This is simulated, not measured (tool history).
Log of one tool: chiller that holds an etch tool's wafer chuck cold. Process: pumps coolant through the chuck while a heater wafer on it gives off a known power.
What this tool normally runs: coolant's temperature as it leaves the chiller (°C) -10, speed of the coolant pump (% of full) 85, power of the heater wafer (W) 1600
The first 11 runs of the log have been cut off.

| run | day | coolant's temperature as it leaves the chiller (°C) | speed of the coolant pump (% of full) | power of the heater wafer (W) | chuck's temperature once it has settled (°C) | how much warmer the coolant comes back (C) |
|---|---|---|---|---|---|---|
| 12 | 27.958 | -10 | 78 | 1600 | 2.7 | 5.44 |
| 13 | 30.188 | -9 | 85 | 1600 | 3.3 | 4.99 |
| 14 | 33.325 | -18 | 85 | 1600 | -5.7 | 4.95 |
| 15 | 36.279 | -18 | 85 | 1600 | -5.7 | 5.02 |
| 16 | 38.325 | -10 | 85 | 1600 | 2.4 | 5.02 |
| 17 | 41.467 | -10 | 85 | 1600 | 2.3 | 5.00 |
| 18 | 43.883 | -9 | 98 | 1600 | 2.2 | 4.31 |
| 19 | 45.446 | -9 | 98 | 1600 | 2.0 | 4.38 |
| 20 | 48.388 | -9 | 98 | 1600 | 2.4 | 4.39 |
| 21 | 49.754 | -9 | 98 | 1269 | -0.1 | 3.51 |
| 22 | 51.675 | -14 | 80 | 1600 | -0.8 | 5.38 |
| 23 | 54.171 | -14 | 80 | 1600 | -0.9 | 5.43 |
| 24 | 56.117 | -10 | 85 | 1418 | 1.1 | 4.49 |
| 25 | 57.679 | -18 | 82 | 1600 | -4.9 | 5.27 |
| 26 | 59.212 | -10 | 62 | 1853 | 8.4 | 8.18 |
| 27 | 60.762 | -12 | 62 | 1207 | -0.1 | 5.33 |
| 28 | 62.675 | -17 | 80 | 1158 | -7.2 | 3.93 |
| 29 | 64.325 | -1 | 80 | 1547 | 11.9 | 5.29 |
| 30 | 66.683 | -11 | 94 | 1547 | 0.5 | 4.52 |
| 31 | 68.962 | -10 | 85 | 1414 | 1.4 | 4.56 |
| 32 | 71.733 | -18 | 68 | 1194 | -6.9 | 4.84 |

Forecast each of these 3 alternatives for the next run:
| A | 74.492 | -1 | 68 | 1100 | ? | ? |
| B | 74.492 | -18 | 92 | 1989 | ? | ? |
| C | 74.492 | -18 | 85 | 1600 | ? | ? |

| run | chuck's temperature once it has settled (°C) | how much warmer the coolant comes back (C) |
|---|---|---|
| A | 9.5 | 4.50 |
| B | -2.5 | 5.96 |
| C | -5.2 | 5.16 |
Without the tool's hidden state the same runs would have given:
| run | chuck's temperature once it has settled (°C) | how much warmer the coolant comes back (C) |
|---|---|---|
| A | 7.1 | 3.97 |
| B | -6.1 | 5.27 |
| C | -8.3 | 4.56 |

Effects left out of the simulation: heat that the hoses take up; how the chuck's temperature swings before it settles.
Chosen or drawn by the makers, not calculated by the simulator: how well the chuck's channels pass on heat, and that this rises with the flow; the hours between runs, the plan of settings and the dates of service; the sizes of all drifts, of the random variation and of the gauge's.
